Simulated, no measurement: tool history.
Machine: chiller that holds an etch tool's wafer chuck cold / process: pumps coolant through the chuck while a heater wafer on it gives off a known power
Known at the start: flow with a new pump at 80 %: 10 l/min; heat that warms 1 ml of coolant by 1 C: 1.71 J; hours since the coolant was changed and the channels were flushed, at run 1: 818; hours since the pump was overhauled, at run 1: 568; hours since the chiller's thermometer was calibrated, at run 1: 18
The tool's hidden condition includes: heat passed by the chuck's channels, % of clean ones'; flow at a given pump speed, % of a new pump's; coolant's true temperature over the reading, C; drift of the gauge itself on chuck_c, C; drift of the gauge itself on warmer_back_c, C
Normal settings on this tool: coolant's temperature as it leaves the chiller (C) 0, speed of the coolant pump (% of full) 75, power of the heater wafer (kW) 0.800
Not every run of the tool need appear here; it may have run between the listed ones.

run	hour	coolant's temperature as it leaves the chiller (C)	speed of the coolant pump (% of full)	power of the heater wafer (kW)	hours since the coolant was changed and the channels were flushed	hours since the pump was overhauled	hours since the chiller's thermometer was calibrated	chuck's temperature once it has settled (C)	how much warmer the coolant comes back (C)
1	0.0	0	75	0.800	818	568	18	5.79	2.98
2	141.5	0	75	0.800	960	709	160	5.79	3.00
3	303.8	0	75	0.800	1122	871	322	5.72	3.02
4	425.0	0	75	0.800	1243	993	443	5.75	2.99
5	529.4	0	75	0.638	1348	1097	548	4.66	2.40
6	624.3	0	75	0.638	1443	1192	643	4.80	2.37
7	804.6	0	83	0.800	1623	1372	823	5.32	2.70
8	911.4	0	75	0.800	1730	1479	930	5.99	3.00
9	1002.7	0	75	0.800	1821	1570	1021	5.92	3.00
10	1198.6	0	75	0.800	2017	1766	1217	5.97	3.04
11	1316.5	0	75	0.800	2135	1884	1335	5.97	3.01
12	1481.4	0	75	0.800	2300	2049	1500	6.04	3.04
13	1634.5	0	75	0.800	2453	2202	1653	5.98	2.96
14	1806.2	0	75	0.677	2625	2374	1824	5.04	2.51
15	1920.0	3	75	0.800	2738	2488	1938	8.91	3.03
# hour 2066.9: chiller's thermometer calibrated
16	2101.5	3	75	0.800	2919	2668	35	9.05	3.07
17	2221.5	3	75	0.800	3039	2788	155	8.92	3.03
18	2426.4	-7	73	1.151	3244	2993	359	1.86	4.46
19	2577.5	-6	65	0.627	3395	3144	511	-0.58	2.74
20	2741.0	-5	92	0.990	3558	3308	674	1.37	2.95
21	2886.5	-5	92	0.990	3704	3453	820	1.31	2.99
22	2994.0	-5	92	0.990	3811	3561	927	1.35	3.04
# hour 3067.9: gauge calibrated
23	3185.6	4	75	0.992	4003	3752	1119	11.08	3.77
24	3384.2	-5	73	0.490	4202	3951	1317	-1.39	1.91
25	3501.7	-5	90	0.490	4319	4068	1435	-2.05	1.49
26	3599.4	-7	99	1.193	4417	4166	1532	-0.09	3.34
27	3688.9	-1	67	0.800	4506	4255	1622	5.41	3.40
28	3822.9	-1	67	0.800	4640	4389	1756	5.36	3.39
29	4020.0	-7	70	0.864	4837	4587	1953	-0.36	3.48
# hour 4156.4: chiller's thermometer calibrated
30	4191.4	6	97	0.800	5008	4757	35	10.89	2.30
31	4298.5	4	75	0.518	5115	4864	142	7.97	1.98
32	4431.1	-7	68	0.518	5248	4997	275	-2.78	2.20

Branching from run 32: 4 alternative next runs. What would each branch give?
A	4592.0	0	89	0.800	5408	5158	436	?	?
B	4592.0	3	75	0.933	5408	5158	436	?	?
C	4592.0	0	64	1.171	5408	5158	436	?	?
D	4592.0	4	68	0.480	5408	5158	436	?	?

run	chuck's temperature once it has settled (C)	how much warmer the coolant comes back (C)
A	5.22	2.49
B	9.91	3.55
C	9.76	5.27
D	7.91	1.98
With the hidden condition removed and each run's random variation left untouched, the same runs would have given:
run	chuck's temperature once it has settled (C)	how much warmer the coolant comes back (C)
A	5.00	2.48
B	9.68	3.54
C	9.52	5.25
D	7.69	1.97
